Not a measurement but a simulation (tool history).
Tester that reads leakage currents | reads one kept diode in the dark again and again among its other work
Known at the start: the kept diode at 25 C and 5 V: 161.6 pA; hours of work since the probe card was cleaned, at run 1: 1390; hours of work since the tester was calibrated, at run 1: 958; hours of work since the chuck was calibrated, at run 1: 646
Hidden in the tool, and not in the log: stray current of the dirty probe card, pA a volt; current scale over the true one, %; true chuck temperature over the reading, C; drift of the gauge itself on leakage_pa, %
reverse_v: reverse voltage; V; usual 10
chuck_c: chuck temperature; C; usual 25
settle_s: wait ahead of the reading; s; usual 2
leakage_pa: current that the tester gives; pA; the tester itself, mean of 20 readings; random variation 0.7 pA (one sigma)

run	hour	reverse_v	chuck_c	settle_s	hours of work since the probe card was cleaned	hours of work since the tester was calibrated	hours of work since the chuck was calibrated	leakage_pa
1	0	10	25	2	1390	958	646	217.61
2	19	10	25	2	1402	971	659	216.28
3	55.3	10	25	2	1427	995	683	215.32
4	86.7	10	25	2	1448	1016	704	214.34
5	110.3	19.1	25	2	1464	1032	720	304.09
6	140.6	10	25	2.85	1484	1053	741	213.2
7	175.6	10	53	2	1508	1076	764	1384.71
8	212.4	10	25	2	1533	1101	789	212.45
9	241.5	14.2	25	2	1552	1120	808	255.48
10	260.1	3.4	25	2	1565	1133	821	119.68
11	276.2	3.4	25	2	1576	1144	832	118.63
12	312.3	3.4	25	2	1600	1168	856	117.91
13	345	10	20	2	1622	1190	878	146.05
14	366.3	10	35	2	1636	1205	893	419.15
15	389.8	10	25	2	1652	1220	908	208.06
16	423	2.2	25	2	1674	1243	931	92.61
17	453.4	2.2	25	2	1695	1263	951	92.55
18	472.1	7	25	2	1707	1276	964	170.76
19	498.7	7	25	2	1725	1294	982	169.74
20	523	7	25	2	1742	1310	998	169.63
21	558.8	1.6	25	4.82	1766	1334	1022	77.28
# hour 567.9: chuck's temperature calibrated
22	592.7	1.6	25	4.82	1787	1356	17	91.44
23	620.5	5.1	25	2	1806	1374	35	168.52
24	639.7	5.1	41	2	1819	1387	48	506.39
25	676.5	5.1	41	2	1844	1412	73	503.63
# hour 680.3: tester calibrated
26	702.8	7.4	38	2	1860	15	89	500.68
27	732.6	10	49	2.08	1880	35	110	1195.99
28	761	10	49	2.08	1899	54	129	1189.15
29	787.8	1.9	54	0.33	1917	72	147	683.71
# hour 820.4: tester calibrated, once more
30	820.4	9	24	4.72	1938	0	167	206.11
31	843.7	6.6	24	0.42	1954	16	183	178.06
32	875.7	1.1	35	6.56	1975	37	205	146.8
33	911.8	2.6	49	0.67	1999	62	229	576.22
34	932.4	10	55	6.58	2013	75	243	1689.52
35	947.7	2	25	0.46	2024	86	253	99.78
36	972	1.2	48	2.01	2040	102	269	359.92
37	1007.1	10	56	1.43	2064	126	293	1770.22
38	1023.9	4.3	20	2	2075	137	304	102.31
39	1055.5	4.3	20	2	2096	158	326	101.66

5 ways to go on from here, each from the tool as it stands after run 39. What would each give?
A	1085.8	13.7	23	0.67	2117	179	346	?
B	1085.8	10	41	2	2117	179	346	?
C	1085.8	10.2	22	6.86	2117	179	346	?
D	1085.8	4.3	34	7.53	2117	179	346	?
E	1085.8	10	42	7.7	2117	179	346	?

run	leakage_pa
A	240.08
B	684.08
C	187.44
D	272.84
E	724.81
Without the tool's hidden state the same runs would have given:
run	leakage_pa
A	239.24
B	713.09
C	187.69
D	284.88
E	756.13

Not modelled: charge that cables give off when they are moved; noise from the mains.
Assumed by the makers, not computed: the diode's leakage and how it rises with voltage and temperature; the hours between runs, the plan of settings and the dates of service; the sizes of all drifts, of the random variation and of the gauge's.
